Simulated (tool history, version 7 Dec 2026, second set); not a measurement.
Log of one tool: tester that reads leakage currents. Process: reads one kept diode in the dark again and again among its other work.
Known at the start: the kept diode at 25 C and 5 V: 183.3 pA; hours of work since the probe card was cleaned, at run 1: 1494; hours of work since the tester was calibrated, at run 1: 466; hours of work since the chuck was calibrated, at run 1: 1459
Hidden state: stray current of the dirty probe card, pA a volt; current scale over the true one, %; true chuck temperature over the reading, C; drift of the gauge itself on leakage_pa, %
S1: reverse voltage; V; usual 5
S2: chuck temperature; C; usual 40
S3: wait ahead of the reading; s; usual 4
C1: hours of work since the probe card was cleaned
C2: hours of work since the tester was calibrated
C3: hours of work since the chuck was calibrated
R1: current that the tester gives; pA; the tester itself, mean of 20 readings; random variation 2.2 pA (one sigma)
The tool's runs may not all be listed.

{"run": 1, "hour": 0.0, "S1": 5, "S2": 40, "S3": 4, "C1": 1494, "C2": 466, "C3": 1459, "R1": 651.29}
{"run": 2, "hour": 36.6, "S1": 5, "S2": 40, "S3": 0.44, "C1": 1511, "C2": 482, "C3": 1475, "R1": 647.48}
{"run": 3, "hour": 57.9, "S1": 5, "S2": 24, "S3": 4, "C1": 1520, "C2": 492, "C3": 1484, "R1": 148.01}
{"run": 4, "hour": 106.2, "S1": 5, "S2": 24, "S3": 4, "C1": 1542, "C2": 513, "C3": 1506, "R1": 148.06}
{"run": 5, "hour": 126.6, "S1": 5, "S2": 40, "S3": 4, "C1": 1551, "C2": 522, "C3": 1515, "R1": 647.05}
{"run": 6, "hour": 171.1, "S1": 5, "S2": 40, "S3": 4, "C1": 1570, "C2": 542, "C3": 1535, "R1": 641.42}
{"run": 7, "hour": 218.8, "S1": 5, "S2": 40, "S3": 4, "C1": 1592, "C2": 563, "C3": 1556, "R1": 642.42}
{"run": 8, "hour": 248.8, "S1": 5, "S2": 40, "S3": 4, "C1": 1605, "C2": 577, "C3": 1569, "R1": 641.22}
{"run": 9, "hour": 288.5, "S1": 5, "S2": 40, "S3": 4, "C1": 1623, "C2": 594, "C3": 1587, "R1": 640.64}
{"run": 10, "hour": 330.4, "S1": 5, "S2": 40, "S3": 4, "C1": 1641, "C2": 613, "C3": 1606, "R1": 640.73}
{"hour": 350.1, "done": "probe card cleaned and baked"}
{"run": 11, "hour": 366.0, "S1": 3.45, "S2": 40, "S3": 4, "C1": 7, "C2": 627, "C3": 1620, "R1": 538.71}
{"run": 12, "hour": 396.2, "S1": 5, "S2": 38, "S3": 4, "C1": 21, "C2": 641, "C3": 1634, "R1": 524.83}
{"run": 13, "hour": 428.0, "S1": 5, "S2": 31, "S3": 4, "C1": 35, "C2": 655, "C3": 1648, "R1": 277.64}
{"run": 14, "hour": 458.6, "S1": 5, "S2": 40, "S3": 4, "C1": 48, "C2": 669, "C3": 1661, "R1": 630.52}
{"hour": 480.6, "done": "chuck's temperature calibrated"}
{"run": 15, "hour": 504.4, "S1": 5, "S2": 39, "S3": 4, "C1": 68, "C2": 688, "C3": 11, "R1": 669.95}
{"run": 16, "hour": 554.3, "S1": 5, "S2": 24, "S3": 4, "C1": 90, "C2": 710, "C3": 33, "R1": 166.18}
{"run": 17, "hour": 589.3, "S1": 7.11, "S2": 40, "S3": 4, "C1": 106, "C2": 726, "C3": 48, "R1": 852.45}
{"run": 18, "hour": 629.4, "S1": 5, "S2": 40, "S3": 2.83, "C1": 123, "C2": 744, "C3": 66, "R1": 727.22}
{"run": 19, "hour": 661.0, "S1": 5, "S2": 40, "S3": 4, "C1": 137, "C2": 758, "C3": 80, "R1": 722.9}
{"run": 20, "hour": 694.3, "S1": 5, "S2": 40, "S3": 4, "C1": 152, "C2": 773, "C3": 95, "R1": 721.94}
{"run": 21, "hour": 738.6, "S1": 6.75, "S2": 21, "S3": 7.55, "C1": 172, "C2": 792, "C3": 115, "R1": 140.65}
{"run": 22, "hour": 780.6, "S1": 5.06, "S2": 21, "S3": 7.55, "C1": 191, "C2": 811, "C3": 133, "R1": 122.79}
{"run": 23, "hour": 820.8, "S1": 2.99, "S2": 52, "S3": 4, "C1": 209, "C2": 829, "C3": 151, "R1": 1589.46}
{"run": 24, "hour": 848.3, "S1": 1.93, "S2": 57, "S3": 0.45, "C1": 221, "C2": 841, "C3": 164, "R1": 1957.73}
{"run": 25, "hour": 883.5, "S1": 4.67, "S2": 57, "S3": 1.63, "C1": 236, "C2": 857, "C3": 179, "R1": 2885.1}
{"run": 26, "hour": 918.8, "S1": 5, "S2": 41, "S3": 3.01, "C1": 252, "C2": 872, "C3": 195, "R1": 780.26}
{"run": 27, "hour": 949.2, "S1": 5, "S2": 41, "S3": 3.01, "C1": 266, "C2": 886, "C3": 208, "R1": 780.8}
{"run": 28, "hour": 986.6, "S1": 5, "S2": 41, "S3": 3.01, "C1": 282, "C2": 903, "C3": 225, "R1": 782.84}
{"run": 29, "hour": 1032.9, "S1": 1.56, "S2": 45, "S3": 0.5, "C1": 303, "C2": 923, "C3": 246, "R1": 662.73}
{"run": 30, "hour": 1065.9, "S1": 2.86, "S2": 40, "S3": 4, "C1": 318, "C2": 938, "C3": 260, "R1": 558.08}
{"run": 31, "hour": 1094.6, "S1": 4.96, "S2": 55, "S3": 0.41, "C1": 330, "C2": 951, "C3": 273, "R1": 2512.74}
{"run": 32, "hour": 1119.5, "S1": 14.64, "S2": 43, "S3": 3.43, "C1": 341, "C2": 962, "C3": 284, "R1": 1485.65}
{"run": 33, "hour": 1159.8, "S1": 1.12, "S2": 51, "S3": 1.47, "C1": 359, "C2": 980, "C3": 302, "R1": 942.2}
{"run": 34, "hour": 1187.7, "S1": 5, "S2": 51, "S3": 4.32, "C1": 372, "C2": 992, "C3": 315, "R1": 1808.11}
{"run": 35, "hour": 1217.7, "S1": 5, "S2": 51, "S3": 4.32, "C1": 385, "C2": 1005, "C3": 328, "R1": 1799.69}
{"run": 36, "hour": 1266.5, "S1": 4.37, "S2": 24, "S3": 2.77, "C1": 407, "C2": 1027, "C3": 350, "R1": 151.47}
{"run": 37, "hour": 1304.2, "S1": 3.93, "S2": 40, "S3": 4, "C1": 424, "C2": 1044, "C3": 366, "R1": 634.29}
{"run": 38, "hour": 1352.6, "S1": 5, "S2": 43, "S3": 2.77, "C1": 445, "C2": 1065, "C3": 388, "R1": 918.87}
{"run": 39, "hour": 1392.2, "S1": 5, "S2": 20, "S3": 1.92, "C1": 463, "C2": 1083, "C3": 406, "R1": 108.79}

Forecast each of these 4 alternatives for the next run:
{"run": "A", "hour": 1424.3, "S1": 5, "S2": 40, "S3": 0.67, "C1": 477, "C2": 1097, "C3": 420, "R1": "?"}
{"run": "B", "hour": 1424.3, "S1": 1.98, "S2": 48, "S3": 0.46, "C1": 477, "C2": 1097, "C3": 420, "R1": "?"}
{"run": "C", "hour": 1424.3, "S1": 2.36, "S2": 22, "S3": 0.86, "C1": 477, "C2": 1097, "C3": 420, "R1": "?"}
{"run": "D", "hour": 1424.3, "S1": 13.09, "S2": 27, "S3": 4.36, "C1": 477, "C2": 1097, "C3": 420, "R1": "?"}

run=A R1=705.27
run=B R1=924.97
run=C R1=94.37
run=D R1=327.42
Without the tool's hidden state the same runs would have given:
run=A R1=737.83
run=B R1=967.18
run=C R1=98.71
run=D R1=340.71
